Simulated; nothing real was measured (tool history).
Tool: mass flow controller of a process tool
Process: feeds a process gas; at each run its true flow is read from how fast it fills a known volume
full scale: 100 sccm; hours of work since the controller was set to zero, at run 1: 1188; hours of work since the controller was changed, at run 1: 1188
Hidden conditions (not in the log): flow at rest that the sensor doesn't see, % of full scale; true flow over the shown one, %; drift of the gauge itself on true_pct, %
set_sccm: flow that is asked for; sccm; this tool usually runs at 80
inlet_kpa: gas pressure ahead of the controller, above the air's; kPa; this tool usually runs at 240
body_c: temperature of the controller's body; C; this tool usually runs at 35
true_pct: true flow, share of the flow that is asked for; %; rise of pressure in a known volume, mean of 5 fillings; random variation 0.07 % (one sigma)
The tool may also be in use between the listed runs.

run	hour	set_sccm	inlet_kpa	body_c	hours of work since the controller was set to zero	hours of work since the controller was changed	true_pct
1	0	80	240	35	1188	1188	98.06
2	228.3	80	240	35	1284	1284	98.02
3	405.9	80	240	35	1359	1359	97.98
4	613.1	80	240	35	1446	1446	97.89
5	778.7	80	169	35	1516	1516	98.28
6	931	80	169	35	1580	1580	98.1
7	1069.9	80	176	35	1639	1639	98.09
8	1287.8	80	226	35	1730	1730	97.71
9	1556.8	80	240	35	1844	1844	97.68
10	1768.4	80	240	35	1933	1933	97.58
11	1892.7	80	240	35	1985	1985	97.46
12	2120.3	80	240	35	2081	2081	97.58
13	2262.4	80	240	35	2141	2141	97.58
14	2412.5	80	240	29	2204	2204	97.95
15	2541.9	80	240	29	2258	2258	97.88
16	2806.6	89	240	29	2370	2370	98.2
17	3044.9	89	240	29	2470	2470	98.2
18	3202.4	89	240	29	2537	2537	98
19	3374.1	89	240	29	2609	2609	97.99
20	3504.6	89	240	29	2664	2664	97.91
21	3755.8	89	240	29	2770	2770	97.75
# hour 3840.5: gauge calibrated
22	3893.1	89	240	29	2828	2828	99.11
23	4140	89	240	29	2932	2932	98.85
24	4407	80	240	21	3044	3044	99.43
25	4628.1	16	148	35	3137	3137	96.05
26	4874.4	20	175	35	3241	3241	96.1
27	5033.2	89	156	28	3308	3308	99.14
28	5221.9	89	156	28	3387	3387	99.05
29	5387.7	89	156	28	3457	3457	98.95
30	5618	26	240	35	3554	3554	95.68
31	5832.7	13	187	36	3645	3645	95.32
32	6077.3	78	240	35	3748	3748	97.34
33	6250.8	80	253	35	3821	3821	97.28
34	6482.4	80	194	35	3918	3918	97.54
35	6699.4	23	240	35	4010	4010	95.23
36	6831	80	183	35	4065	4065	97.41
37	6974.3	80	183	35	4125	4125	97.36
38	7231.7	10	242	33	4234	4234	94.81
39	7465.4	10	242	33	4332	4332	94.73
40	7680.3	10	242	33	4423	4423	94.59
41	7799.8	10	151	27	4473	4473	95.54
42	7927.6	10	151	27	4527	4527	95.56
43	8036.1	80	210	31	4573	4573	97.37
44	8294.2	17	164	30	4681	4681	95.46
45	8529.9	17	164	30	4781	4781	95.18
46	8702.3	51	232	26	4853	4853	96.34
47	8902.3	80	146	35	4937	4937	96.92
48	9167.7	13	212	28	5049	5049	94.93

3 options for the next run, each taken on its own from the tool as it stands now. Forecast them:
A	9389.6	80	156	35	5143	5143	?
B	9389.6	42	219	22	5143	5143	?
C	9389.6	82	140	32	5143	5143	?

run	true_pct
A	96.82
B	96.44
C	97.13
Stripped of hidden state, with their random variation kept, the same runs would have yielded:
run	true_pct
A	98.59
B	98.21
C	98.92

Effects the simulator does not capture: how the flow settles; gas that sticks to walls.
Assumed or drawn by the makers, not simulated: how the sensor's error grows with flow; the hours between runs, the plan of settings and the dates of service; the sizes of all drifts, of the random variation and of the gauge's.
